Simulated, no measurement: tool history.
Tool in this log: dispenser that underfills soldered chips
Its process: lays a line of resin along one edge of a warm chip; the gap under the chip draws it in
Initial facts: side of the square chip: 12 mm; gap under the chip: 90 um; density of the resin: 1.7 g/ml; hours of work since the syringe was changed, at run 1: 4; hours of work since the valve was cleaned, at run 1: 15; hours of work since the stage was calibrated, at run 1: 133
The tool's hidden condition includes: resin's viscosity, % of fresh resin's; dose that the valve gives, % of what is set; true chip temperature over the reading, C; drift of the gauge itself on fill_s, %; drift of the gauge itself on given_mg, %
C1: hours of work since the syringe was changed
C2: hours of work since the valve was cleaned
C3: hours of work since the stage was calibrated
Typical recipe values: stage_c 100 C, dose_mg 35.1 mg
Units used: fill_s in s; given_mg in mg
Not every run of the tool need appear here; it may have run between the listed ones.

run 1 day=0.000 | stage_c=100 dose_mg=35.1 | C1=4 C2=15 C3=133 | fill_s=65.5 given_mg=34.95
run 2 day=0.196 | stage_c=100 dose_mg=35.1 | C1=8 C2=19 C3=136 | fill_s=77.9 given_mg=34.67
run 3 day=0.325 | stage_c=100 dose_mg=34.9 | C1=10 C2=21 C3=139 | fill_s=88.8 given_mg=34.53
-- day=0.367 new syringe of resin
run 4 day=0.521 | stage_c=107 dose_mg=35.1 | C1=3 C2=25 C3=142 | fill_s=43.8 given_mg=34.69
run 5 day=0.608 | stage_c=107 dose_mg=35.1 | C1=4 C2=26 C3=144 | fill_s=47.2 given_mg=34.53
run 6 day=0.700 | stage_c=100 dose_mg=35.1 | C1=6 C2=28 C3=145 | fill_s=69.7 given_mg=34.50
run 7 day=0.883 | stage_c=100 dose_mg=35.1 | C1=9 C2=31 C3=149 | fill_s=82.2 given_mg=34.49
-- day=0.979 new syringe of resin
run 8 day=1.000 | stage_c=100 dose_mg=35.1 | C1=0 C2=33 C3=151 | fill_s=52.9 given_mg=34.54
run 9 day=1.121 | stage_c=104 dose_mg=35.1 | C1=3 C2=35 C3=153 | fill_s=49.3 given_mg=34.20
run 10 day=1.279 | stage_c=100 dose_mg=35.1 | C1=6 C2=38 C3=156 | fill_s=67.7 given_mg=34.13
run 11 day=1.421 | stage_c=100 dose_mg=35.1 | C1=8 C2=41 C3=158 | fill_s=76.8 given_mg=34.17
run 12 day=1.554 | stage_c=100 dose_mg=38.1 | C1=11 C2=43 C3=161 | fill_s=87.3 given_mg=37.10
-- day=1.596 new syringe of resin
run 13 day=1.729 | stage_c=100 dose_mg=38.1 | C1=2 C2=46 C3=164 | fill_s=57.8 given_mg=37.25
run 14 day=1.812 | stage_c=100 dose_mg=38.1 | C1=4 C2=48 C3=165 | fill_s=63.4 given_mg=37.15
run 15 day=2.012 | stage_c=100 dose_mg=38.1 | C1=8 C2=52 C3=169 | fill_s=75.2 given_mg=36.79
run 16 day=2.092 | stage_c=113 dose_mg=38.1 | C1=9 C2=53 C3=170 | fill_s=47.0 given_mg=37.18
-- day=2.204 new syringe of resin
run 17 day=2.296 | stage_c=91 dose_mg=37.4 | C1=2 C2=57 C3=174 | fill_s=84.2 given_mg=35.97
run 18 day=2.442 | stage_c=91 dose_mg=37.4 | C1=4 C2=59 C3=177 | fill_s=96.5 given_mg=36.40
run 19 day=2.625 | stage_c=97 dose_mg=39.9 | C1=8 C2=63 C3=180 | fill_s=84.8 given_mg=38.68
run 20 day=2.758 | stage_c=97 dose_mg=39.9 | C1=10 C2=65 C3=182 | fill_s=96.9 given_mg=38.44
-- day=2.812 new syringe of resin
run 21 day=2.871 | stage_c=90 dose_mg=38.3 | C1=1 C2=67 C3=184 | fill_s=86.9 given_mg=36.80
run 22 day=3.071 | stage_c=90 dose_mg=38.3 | C1=5 C2=71 C3=188 | fill_s=103.9 given_mg=36.91
run 23 day=3.162 | stage_c=105 dose_mg=39.0 | C1=6 C2=72 C3=190 | fill_s=56.3 given_mg=37.78
run 24 day=3.262 | stage_c=103 dose_mg=33.4 | C1=8 C2=74 C3=191 | fill_s=69.0 given_mg=31.91
run 25 day=3.350 | stage_c=103 dose_mg=33.4 | C1=10 C2=76 C3=193 | fill_s=75.6 given_mg=31.99
-- day=3.421 new syringe of resin
run 26 day=3.492 | stage_c=91 dose_mg=32.7 | C1=1 C2=78 C3=195 | fill_s=82.5 given_mg=31.51
run 27 day=3.629 | stage_c=91 dose_mg=32.7 | C1=4 C2=81 C3=198 | fill_s=93.6 given_mg=31.08
run 28 day=3.767 | stage_c=113 dose_mg=43.7 | C1=6 C2=83 C3=200 | fill_s=39.5 given_mg=41.62
run 29 day=3.938 | stage_c=113 dose_mg=43.7 | C1=9 C2=86 C3=204 | fill_s=46.1 given_mg=41.87
-- day=4.029 new syringe of resin
run 30 day=4.083 | stage_c=107 dose_mg=37.6 | C1=1 C2=89 C3=206 | fill_s=39.8 given_mg=35.88
run 31 day=4.262 | stage_c=107 dose_mg=45.0 | C1=4 C2=92 C3=209 | fill_s=46.2 given_mg=42.73
run 32 day=4.458 | stage_c=87 dose_mg=38.7 | C1=8 C2=96 C3=213 | fill_s=139.4 given_mg=36.82

4 ways to go on from here, each from the tool as it stands after run 32. What would each give?
-- day=4.642 new syringe of resin
run A day=4.654 | stage_c=92 dose_mg=38.7 | C1=0 C2=99 C3=216 | fill_s=? given_mg=?
-- day=4.642 new syringe of resin
run B day=4.654 | stage_c=105 dose_mg=32.9 | C1=0 C2=99 C3=216 | fill_s=? given_mg=?
-- day=4.642 new syringe of resin
run C day=4.654 | stage_c=95 dose_mg=35.1 | C1=0 C2=99 C3=216 | fill_s=? given_mg=?
-- day=4.642 new syringe of resin
run D day=4.654 | stage_c=113 dose_mg=36.8 | C1=0 C2=99 C3=216 | fill_s=? given_mg=?

run=A fill_s=74.8 given_mg=36.75
run=B fill_s=43.3 given_mg=31.34
run=C fill_s=66.0 given_mg=33.21
run=D fill_s=29.8 given_mg=34.90
Had the tool no hidden state, the same runs would have come out as:
run=A fill_s=75.9 given_mg=38.82
run=B fill_s=43.5 given_mg=33.10
run=C fill_s=66.8 given_mg=35.08
run=D fill_s=30.1 given_mg=36.87
